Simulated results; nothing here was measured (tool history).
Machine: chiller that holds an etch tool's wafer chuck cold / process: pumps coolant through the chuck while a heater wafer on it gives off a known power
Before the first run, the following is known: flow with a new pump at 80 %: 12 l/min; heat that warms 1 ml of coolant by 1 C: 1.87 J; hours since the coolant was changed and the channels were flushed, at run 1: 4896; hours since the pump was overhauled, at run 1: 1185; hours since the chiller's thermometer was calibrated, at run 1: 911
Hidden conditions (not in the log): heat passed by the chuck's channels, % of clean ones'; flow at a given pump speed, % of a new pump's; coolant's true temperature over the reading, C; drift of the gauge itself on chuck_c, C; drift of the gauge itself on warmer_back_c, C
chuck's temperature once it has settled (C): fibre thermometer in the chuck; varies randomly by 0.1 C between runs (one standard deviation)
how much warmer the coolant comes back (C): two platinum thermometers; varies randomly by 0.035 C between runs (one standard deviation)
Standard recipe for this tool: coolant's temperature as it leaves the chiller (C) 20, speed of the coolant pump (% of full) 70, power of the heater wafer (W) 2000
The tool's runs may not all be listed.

run,hour,coolant's temperature as it leaves the chiller (C),speed of the coolant pump (% of full),power of the heater wafer (W),hours since the coolant was changed and the channels were flushed,hours since the pump was overhauled,hours since the chiller's thermometer was calibrated,chuck's temperature once it has settled (C),how much warmer the coolant comes back (C)
1,0,20,70,2000,4896,1185,911,47.3,6.19
2,37.4,20,62,2000,4934,1222,948,50.1,6.99
3,81.2,20,82,2000,4977,1266,992,44.8,5.32
4,118.9,20,70,2000,5015,1304,1030,47.8,6.25
5,175.4,20,83,2000,5072,1360,1086,44.8,5.22
6,214.5,20,83,2000,5111,1400,1125,44.5,5.28
7,243.4,20,83,2000,5140,1428,1154,44.7,5.3
8,268,20,70,2000,5164,1453,1179,47.8,6.27
9,315.5,20,70,2000,5212,1501,1226,48,6.3
10,353.2,20,70,2000,5250,1538,1264,48.2,6.23
11,392,20,70,2000,5288,1577,1303,48,6.29
12,441.7,20,70,1232,5338,1627,1352,37.2,3.91
13,497.8,25,70,2000,5394,1683,1409,53.2,6.2
14,535.9,25,70,2000,5432,1721,1447,53.4,6.22
15,559.9,25,70,2000,5456,1745,1471,53.6,6.23
16,612.2,25,70,2000,5509,1797,1523,53.5,6.37
# hour 616: chiller's thermometer calibrated
17,651.6,20,91,2643,5547,1836,36,51.5,6.42
18,680.4,20,91,2643,5576,1864,64,51.4,6.42
19,719.4,15,91,1109,5615,1903,103,28.3,2.71
20,749.7,24,93,2000,5645,1934,134,47.5,4.71
# hour 761.6: chiller's thermometer calibrated, once more
21,804.1,20,70,1747,5698,1987,43,45.1,5.5
22,829.2,13,82,2364,5723,2012,68,43.4,6.32
23,886.1,22,65,2364,5780,2069,124,57.7,8.06
24,941.6,22,65,2364,5836,2125,180,57.9,8.14
25,966.2,15,70,1356,5860,2149,205,34.7,4.3
26,990.3,21,74,1349,5885,2173,229,39.8,4.04
27,1031.8,21,74,1349,5926,2215,270,39.9,4.03
28,1086.9,20,69,2192,5981,2270,325,52,7.06
29,1120.3,20,69,2192,6015,2303,359,52.4,7.05
30,1143.4,20,69,2192,6038,2326,382,52.4,7.12
31,1195.7,15,69,1596,6090,2379,434,38.5,5.18

3 ways to go on from here, each from the tool as it stands after run 31. What would each give?
A,1243.5,14,69,2157,6138,2427,482,?,?
B,1243.5,28,61,1639,6138,2427,482,?,?
C,1243.5,20,70,2260,6138,2427,482,?,?

run,chuck's temperature once it has settled (C),how much warmer the coolant comes back (C)
A,45.9,6.91
B,54.5,6.04
C,53.3,7.21
The same runs, with their run-to-run variation unchanged, on a tool lacking any hidden condition would have given:
run,chuck's temperature once it has settled (C),how much warmer the coolant comes back (C)
A,38.8,6.61
B,48.6,5.78
C,46,6.89

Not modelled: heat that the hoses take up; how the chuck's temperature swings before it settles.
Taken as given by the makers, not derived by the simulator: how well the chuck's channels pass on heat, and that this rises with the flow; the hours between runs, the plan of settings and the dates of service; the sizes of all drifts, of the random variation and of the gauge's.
